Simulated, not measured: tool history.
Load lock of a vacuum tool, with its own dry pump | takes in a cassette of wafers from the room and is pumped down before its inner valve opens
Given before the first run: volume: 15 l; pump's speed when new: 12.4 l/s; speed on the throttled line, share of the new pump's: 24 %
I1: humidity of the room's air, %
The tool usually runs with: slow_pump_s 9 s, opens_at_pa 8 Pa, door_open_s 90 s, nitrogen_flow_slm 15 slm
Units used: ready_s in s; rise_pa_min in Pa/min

Run 1, hour 0.0: usual settings; I1 45.4. Result: ready_s 18.6 s, rise_pa_min 0.217 Pa/min.
Run 2, hour 136.2: usual settings; I1 45.6. Result: ready_s 18.4 s, rise_pa_min 0.223 Pa/min.
Run 3, hour 341.3: usual settings; I1 46.1. Result: ready_s 18.2 s, rise_pa_min 0.220 Pa/min.
Run 4, hour 513.7: usual settings; I1 44.3. Result: ready_s 18.2 s, rise_pa_min 0.229 Pa/min.
Run 5, hour 714.2: usual settings; I1 43.6. Result: ready_s 18.3 s, rise_pa_min 0.233 Pa/min.
Run 6, hour 911.3: usual settings but opens_at_pa 16 Pa; I1 45.2. Result: ready_s 17.6 s, rise_pa_min 0.246 Pa/min.
Run 7, hour 1028.9: usual settings but door_open_s 57 s; I1 45.9. Result: ready_s 18.7 s, rise_pa_min 0.226 Pa/min.
Run 8, hour 1230.9: usual settings but door_open_s 57 s; I1 45.6. Result: ready_s 18.8 s, rise_pa_min 0.242 Pa/min.
Run 9, hour 1360.4: usual settings but door_open_s 57 s; I1 47.6. Result: ready_s 18.5 s, rise_pa_min 0.257 Pa/min.
Run 10, hour 1482.1: usual settings but door_open_s 57 s; I1 40.7. Result: ready_s 18.6 s, rise_pa_min 0.248 Pa/min.
Run 11, hour 1599.6: usual settings but opens_at_pa 7 Pa, door_open_s 57 s; I1 44.9. Result: ready_s 18.7 s, rise_pa_min 0.263 Pa/min.
Run 12, hour 1712.7: usual settings but opens_at_pa 7 Pa, door_open_s 57 s; I1 46.9. Result: ready_s 18.9 s, rise_pa_min 0.254 Pa/min.
Run 13, hour 1902.0: usual settings but nitrogen_flow_slm 21 slm; I1 44.0. Result: ready_s 18.6 s, rise_pa_min 0.283 Pa/min.
Run 14, hour 2054.3: usual settings but nitrogen_flow_slm 21 slm; I1 46.8. Result: ready_s 18.8 s, rise_pa_min 0.288 Pa/min.
Run 15, hour 2171.7: usual settings but door_open_s 26 s; I1 45.2. Result: ready_s 18.3 s, rise_pa_min 0.255 Pa/min.
Run 16, hour 2387.0: usual settings; I1 45.9. Result: ready_s 18.5 s, rise_pa_min 0.318 Pa/min.
Run 17, hour 2594.1: usual settings but slow_pump_s 4 s, opens_at_pa 12 Pa, door_open_s 33 s, nitrogen_flow_slm 36 slm; I1 47.1. Result: ready_s 14.2 s, rise_pa_min 0.280 Pa/min.
Run 18, hour 2807.4: usual settings but slow_pump_s 4 s, opens_at_pa 12 Pa, door_open_s 33 s, nitrogen_flow_slm 36 slm; I1 45.2. Result: ready_s 14.4 s, rise_pa_min 0.289 Pa/min.
Run 19, hour 2961.8: usual settings but slow_pump_s 4 s, opens_at_pa 12 Pa, door_open_s 33 s, nitrogen_flow_slm 36 slm; I1 46.7. Result: ready_s 14.3 s, rise_pa_min 0.291 Pa/min.
Run 20, hour 3183.9: usual settings but slow_pump_s 7 s, opens_at_pa 15 Pa, door_open_s 160 s, nitrogen_flow_slm 7 slm; I1 40.2. Result: ready_s 16.2 s, rise_pa_min 0.391 Pa/min.
Run 21, hour 3320.2: usual settings but slow_pump_s 7 s, opens_at_pa 15 Pa, door_open_s 160 s, nitrogen_flow_slm 7 slm; I1 44.8. Result: ready_s 16.6 s, rise_pa_min 0.423 Pa/min.
Run 22, hour 3488.0: usual settings but slow_pump_s 7 s, opens_at_pa 13 Pa, door_open_s 205 s, nitrogen_flow_slm 7 slm; I1 47.0. Result: ready_s 16.6 s, rise_pa_min 0.454 Pa/min.
Run 23, hour 3644.0: usual settings but slow_pump_s 6 s, opens_at_pa 10 Pa, door_open_s 205 s, nitrogen_flow_slm 18 slm; I1 47.9. Result: ready_s 16.4 s, rise_pa_min 0.442 Pa/min.
Run 24, hour 3760.5: usual settings but slow_pump_s 8 s, opens_at_pa 10 Pa; I1 43.4. Result: ready_s 18.0 s, rise_pa_min 0.381 Pa/min.
Run 25, hour 3965.3: usual settings but slow_pump_s 8 s, opens_at_pa 10 Pa; I1 41.3. Result: ready_s 17.6 s, rise_pa_min 0.392 Pa/min.
Run 26, hour 4063.0: usual settings but slow_pump_s 8 s, opens_at_pa 10 Pa; I1 45.1. Result: ready_s 17.8 s, rise_pa_min 0.407 Pa/min.
Run 27, hour 4163.8: usual settings but opens_at_pa 6 Pa; I1 44.9. Result: ready_s 19.2 s, rise_pa_min 0.402 Pa/min.
Run 28, hour 4311.8: usual settings but opens_at_pa 6 Pa, nitrogen_flow_slm 33 slm; I1 43.8. Result: ready_s 19.2 s, rise_pa_min 0.402 Pa/min.
Run 29, hour 4433.5: usual settings but opens_at_pa 6 Pa, nitrogen_flow_slm 33 slm; I1 45.4. Result: ready_s 18.9 s, rise_pa_min 0.406 Pa/min.
Run 30, hour 4663.9: usual settings but opens_at_pa 6 Pa, nitrogen_flow_slm 33 slm; I1 45.8. Result: ready_s 19.3 s, rise_pa_min 0.429 Pa/min.

Estimate the outcome of run 31 from the log above:
Run 31, hour 4875.7: usual settings but nitrogen_flow_slm 5 slm; I1 42.6. Result: ready_s ?, rise_pa_min ?.

ready_s: 19.0 s
rise_pa_min: 0.469 Pa/min
Without the tool's hidden state the same run would have given ready_s 18.4 s, rise_pa_min 0.097 Pa/min.
